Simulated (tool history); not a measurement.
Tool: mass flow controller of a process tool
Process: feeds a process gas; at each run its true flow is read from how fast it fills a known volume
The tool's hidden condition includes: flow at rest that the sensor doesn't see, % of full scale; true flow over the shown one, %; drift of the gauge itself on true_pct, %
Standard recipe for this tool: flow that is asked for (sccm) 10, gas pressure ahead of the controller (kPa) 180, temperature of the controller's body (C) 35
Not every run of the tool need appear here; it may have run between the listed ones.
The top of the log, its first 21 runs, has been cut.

run    hour  flow that is asked for (sccm)  gas pressure ahead of the controller (kPa)  temperature of the controller's body (C)  hours of work since the controller was set to zero  hours of work since the controller was changed  true flow (%)
 22  1846.4                             10                                         276                                        35                                                1618                                            1618          101.2
 23  1937.9                             10                                         276                                        35                                                1668                                            1668         101.23
 24  2057.8                              4                                         253                                        35                                                1733                                            1733         101.73
 25  2145.6                              2                                         180                                        35                                                1781                                            1781         103.02
     2156.9  -- controller's zero set anew
 26  2198.5                              8                                         172                                        35                                                  23                                            1810         101.39
 27  2303.2                              3                                         148                                        35                                                  80                                            1867         102.83
 28  2402.4                              3                                         148                                        35                                                 134                                            1921         102.92
     2499.2  -- controller's zero set anew, once more
 29  2515.3                              3                                         148                                        35                                                   9                                            1983         100.44
 30  2580.2                              4                                         180                                        35                                                  44                                            2018         100.47
 31  2664.8                             10                                         156                                        35                                                  90                                            2064         100.53
 32  2736.6                             10                                         156                                        35                                                 130                                            2104         100.51
 33  2854.1                             10                                         156                                        35                                                 194                                            2168         100.58
 34  2958.4                              3                                         196                                        33                                                 251                                            2225         100.53
 35  3043.9                              7                                         163                                        33                                                 298                                            2272         100.36
 36  3116.2                              7                                         163                                        33                                                 337                                            2311         100.33
 37  3232.3                              6                                         173                                        30                                                 401                                            2375          99.98
 38  3304.2                              3                                         166                                        30                                                 440                                            2414         100.08
 39  3406.6                              3                                         143                                        31                                                 496                                            2470         100.47
 40  3495.2                             10                                         180                                        35                                                 544                                            2518         100.51
 41  3578.6                              8                                         155                                        35                                                 590                                            2564         100.64
 42  3655.1                              8                                         155                                        35                                                 632                                            2606         100.53
 43  3723.6                             14                                         176                                        20                                                 669                                            2643          98.82
 44  3792.1                             14                                         180                                        32                                                 707                                            2681         100.25

Alternative continuations, all from the tool just after run 44; predict every row:
  A  3860.8                              7                                         227                                        26                                                 744                                            2718              ?
  B  3860.8                              2                                         166                                        22                                                 744                                            2718              ?
  C  3860.8                              4                                         182                                        32                                                 744                                            2718              ?
  D  3860.8                              9                                         180                                        35                                                 744                                            2718              ?
  E  3860.8                              3                                         232                                        36                                                 744                                            2718              ?

run  true flow (%)
  A          99.67
  B          99.91
  C         100.54
  D         100.51
  E         101.24
With the hidden condition removed and each run's random variation left untouched, the same runs would have given:
run  true flow (%)
  A          99.84
  B          99.11
  C         100.42
  D         100.76
  E          100.9
